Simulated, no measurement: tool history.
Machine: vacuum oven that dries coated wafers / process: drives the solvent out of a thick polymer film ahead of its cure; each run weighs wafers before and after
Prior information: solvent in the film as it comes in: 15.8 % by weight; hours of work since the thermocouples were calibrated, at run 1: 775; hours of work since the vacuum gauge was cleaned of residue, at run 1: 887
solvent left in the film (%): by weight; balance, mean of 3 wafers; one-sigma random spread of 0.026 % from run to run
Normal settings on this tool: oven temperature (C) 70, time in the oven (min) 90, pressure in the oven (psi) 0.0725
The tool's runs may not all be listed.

| run | hour | oven temperature (C) | time in the oven (min) | pressure in the oven (psi) | hours of work since the thermocouples were calibrated | hours of work since the vacuum gauge was cleaned of residue | solvent left in the film (%) |
|---|---|---|---|---|---|---|---|
| 1 | 0.0 | 70 | 90 | 0.0725 | 775 | 887 | 0.97 |
| 2 | 112.4 | 70 | 90 | 0.0725 | 848 | 960 | 1.06 |
| 3 | 219.2 | 70 | 90 | 0.0725 | 918 | 1029 | 1.01 |
| 4 | 305.2 | 70 | 90 | 0.0725 | 974 | 1085 | 1.06 |
| 5 | 381.6 | 70 | 90 | 0.0725 | 1024 | 1135 | 1.05 |
| 6 | 438.9 | 70 | 90 | 0.0725 | 1061 | 1172 | 1.12 |
| 7 | 555.0 | 70 | 90 | 0.0725 | 1136 | 1248 | 1.05 |
| 8 | 643.3 | 70 | 90 | 0.0725 | 1194 | 1305 | 1.04 |
| 9 | 755.1 | 70 | 74 | 0.0725 | 1267 | 1378 | 1.45 |
| 10 | 815.1 | 70 | 90 | 0.0725 | 1306 | 1417 | 1.09 |
|  | 875.5 | vacuum gauge cleaned of residue and calibrated |
| 11 | 888.1 | 70 | 90 | 0.0725 | 1352 | 8 | 0.92 |
| 12 | 968.8 | 70 | 90 | 0.0725 | 1405 | 61 | 0.91 |
| 13 | 1061.9 | 70 | 136 | 0.0725 | 1465 | 121 | 0.55 |
| 14 | 1145.3 | 70 | 90 | 0.0725 | 1520 | 175 | 0.94 |
| 15 | 1243.3 | 70 | 90 | 0.0725 | 1583 | 239 | 0.94 |
|  | 1325.7 | oven's thermocouples calibrated |
| 16 | 1373.2 | 70 | 90 | 0.0725 | 31 | 322 | 0.89 |
| 17 | 1444.7 | 70 | 90 | 0.0725 | 77 | 369 | 0.80 |
| 18 | 1517.0 | 64 | 48 | 0.0606 | 124 | 416 | 3.97 |
| 19 | 1572.4 | 64 | 48 | 0.0606 | 160 | 452 | 4.01 |
| 20 | 1700.3 | 64 | 48 | 0.0606 | 244 | 535 | 4.03 |
| 21 | 1807.6 | 70 | 65 | 0.1633 | 314 | 605 | 1.95 |
| 22 | 1936.0 | 81 | 72 | 0.0725 | 397 | 689 | 0.34 |
| 23 | 2002.1 | 56 | 98 | 0.0725 | 440 | 732 | 3.62 |
| 24 | 2114.9 | 65 | 47 | 0.0725 | 513 | 805 | 3.93 |
| 25 | 2230.0 | 65 | 47 | 0.0725 | 588 | 880 | 3.96 |
| 26 | 2309.5 | 61 | 90 | 0.2556 | 640 | 932 | 3.88 |
| 27 | 2411.0 | 61 | 90 | 0.2556 | 706 | 998 | 3.92 |
| 28 | 2500.7 | 61 | 58 | 0.2556 | 764 | 1056 | 5.48 |
| 29 | 2601.7 | 61 | 58 | 0.2556 | 830 | 1122 | 5.52 |
| 30 | 2713.8 | 61 | 58 | 0.2556 | 903 | 1195 | 5.57 |
| 31 | 2833.0 | 65 | 48 | 0.0405 | 981 | 1272 | 3.85 |

Each row is a separate what-if for the run after 31, all from the same tool condition, not one after another. Results?
| A | 2902.1 | 61 | 134 | 0.2009 | 1026 | 1317 | ? |
| B | 2902.1 | 65 | 132 | 0.0405 | 1026 | 1317 | ? |
| C | 2902.1 | 59 | 70 | 0.0405 | 1026 | 1317 | ? |
| D | 2902.1 | 76 | 72 | 0.2506 | 1026 | 1317 | ? |

| run | solvent left in the film (%) |
|---|---|
| A | 2.59 |
| B | 0.84 |
| C | 4.02 |
| D | 1.45 |
What these runs would have given with no unlogged condition in the tool:
| run | solvent left in the film (%) |
|---|---|
| A | 2.27 |
| B | 0.58 |
| C | 3.70 |
| D | 1.28 |
